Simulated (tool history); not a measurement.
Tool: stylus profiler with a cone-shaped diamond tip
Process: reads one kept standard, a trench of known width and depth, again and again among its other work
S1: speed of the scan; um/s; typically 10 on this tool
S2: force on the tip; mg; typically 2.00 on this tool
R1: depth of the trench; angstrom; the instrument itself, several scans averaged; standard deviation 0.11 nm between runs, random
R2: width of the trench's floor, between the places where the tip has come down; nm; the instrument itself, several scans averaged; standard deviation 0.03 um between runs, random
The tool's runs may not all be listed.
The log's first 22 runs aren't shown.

| run | hour | S1 | S2 | R1 | R2 |
|---|---|---|---|---|---|
| 23 | 289.4 | 4 | 2.34 | 2023.9 | 98060 |
| 24 | 306.7 | 4 | 2.34 | 2023.7 | 98080 |
| 25 | 315.2 | 4 | 0.96 | 2011.3 | 98070 |
| 26 | 332.3 | 8 | 5.97 | 2046.8 | 98030 |
| 27 | 344.0 | 8 | 5.97 | 2048.6 | 98070 |
| 28 | 355.6 | 9 | 5.85 | 2047.6 | 98040 |
| 29 | 364.0 | 26 | 5.60 | 2046.6 | 98030 |
| 30 | 373.8 | 26 | 5.60 | 2044.6 | 97970 |
| 31 | 389.8 | 26 | 5.60 | 2047.6 | 97980 |
| 32 | 397.1 | 3 | 4.35 | 2035.8 | 98110 |
| 33 | 404.6 | 39 | 4.35 | 2039.3 | 97990 |
| 34 | 413.4 | 8 | 0.83 | 2008.3 | 97990 |
| 35 | 430.8 | 28 | 2.66 | 2025.6 | 97980 |
| 36 | 444.5 | 2 | 0.90 | 2009.7 | 98030 |
| 37 | 460.5 | 2 | 0.81 | 2008.1 | 98010 |
| 38 | 470.6 | 2 | 0.81 | 2007.5 | 98020 |
| 39 | 480.4 | 5 | 2.68 | 2025.4 | 98010 |
| 40 | 496.6 | 5 | 2.68 | 2024.6 | 97910 |
| 41 | 509.7 | 5 | 2.68 | 2024.1 | 98040 |

Branching from run 41: 4 alternative next runs. What would each branch give?
| A | 518.2 | 10 | 4.01 | ? | ? |
| B | 518.2 | 2 | 2.68 | ? | ? |
| C | 518.2 | 33 | 2.00 | ? | ? |
| D | 518.2 | 3 | 2.00 | ? | ? |

| run | R1 | R2 |
|---|---|---|
| A | 2034.5 | 98000 |
| B | 2024.6 | 97990 |
| C | 2019.6 | 97890 |
| D | 2020.5 | 98010 |
Without the tool's unlogged condition, the same runs would have read:
| run | R1 | R2 |
|---|---|---|
| A | 2041.6 | 98240 |
| B | 2031.7 | 98240 |
| C | 2026.7 | 98130 |
| D | 2027.6 | 98250 |

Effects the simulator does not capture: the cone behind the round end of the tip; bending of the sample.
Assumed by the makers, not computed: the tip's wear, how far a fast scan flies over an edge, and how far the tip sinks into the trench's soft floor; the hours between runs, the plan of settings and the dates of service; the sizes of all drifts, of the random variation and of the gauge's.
